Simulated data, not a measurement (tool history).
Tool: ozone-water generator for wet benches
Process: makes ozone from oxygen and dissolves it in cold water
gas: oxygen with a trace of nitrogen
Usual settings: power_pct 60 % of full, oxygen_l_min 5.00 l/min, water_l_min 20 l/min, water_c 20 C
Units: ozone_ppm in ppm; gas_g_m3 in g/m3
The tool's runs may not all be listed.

run    hour  power_pct  oxygen_l_min  water_l_min  water_c  ozone_ppm  gas_g_m3
  1     0.0         60          5.00           20       20       23.7     214.8
  2    39.3         60          5.00           20       20       23.5     216.2
  3    86.7         60          5.00           20       20       23.7     216.7
  4   114.6         60          5.00           21       20       22.6     216.4
  5   160.9         80          5.00           20       20       30.6     283.5
  6   210.0         60          5.00           20       20       23.3     217.7
  7   236.5         60          5.00           20       20       23.4     215.2
  8   279.5         60          5.00           20       20       23.5     217.1
  9   334.3         60          5.00           20       20       23.6     215.2
 10   368.7         60          5.00           20       22       23.0     217.4
 11   417.3         50          5.00           20       22       19.2     182.3
 12   468.7         60          5.00           20       20       23.5     217.1
 13   494.7         60          5.00           20       20       23.3     215.5
 14   529.1         60          5.00           20       20       23.8     214.9
 15   566.6         60          5.00           20       20       23.4     214.8
 16   595.8         60          5.00           20       20       23.4     214.7
 17   636.9         60          5.00           20       20       23.5     215.8
 18   684.8         60          5.00           20       20       23.7     218.9
 19   716.6         60          5.00           20       20       23.4     216.7
 20   757.0         83          4.39           16       18       37.6     310.2
 21   808.1         61          5.45           16       20       28.2     212.0
 22   850.9         96          5.00           19       20       37.6     333.7
 23   890.1         96          5.00           15       15       48.5     333.4
 24   940.3         96          5.00           15       15       48.2     335.6
 25   986.0         42          5.00           20       21       16.6     157.2
 26  1029.7         42          4.96           20       18       17.4     156.4
 27  1068.9         68          6.05           32       26       17.5     226.4
 28  1104.4         94          5.00           21       20       34.2     328.4
 29  1143.4         94          5.00           21       20       34.0     327.6
 30  1176.8         45          5.00           14       20       22.9     164.5
 31  1229.5         77          8.43           30       16       24.9     219.3
 32  1279.6         77          5.19           21       16       30.3     269.8
 33  1304.5         59          7.92           21       16       24.8     178.6
 34  1329.2         73          4.53           25       14       25.0     272.3

3 ways to go on from here, each from the tool as it stands after run 34. What would each give?
  A  1355.2         63          7.05           25       26          ?         ?
  B  1355.2         66          4.53           25       14          ?         ?
  C  1355.2         41          2.65           22       14          ?         ?

run  ozone_ppm  gas_g_m3
  A       19.8     196.0
  B       22.7     245.9
  C       13.8     197.6
Without the tool's hidden state the same runs would have given:
run  ozone_ppm  gas_g_m3
  A       19.8     196.1
  B       22.7     246.0
  C       13.8     197.6
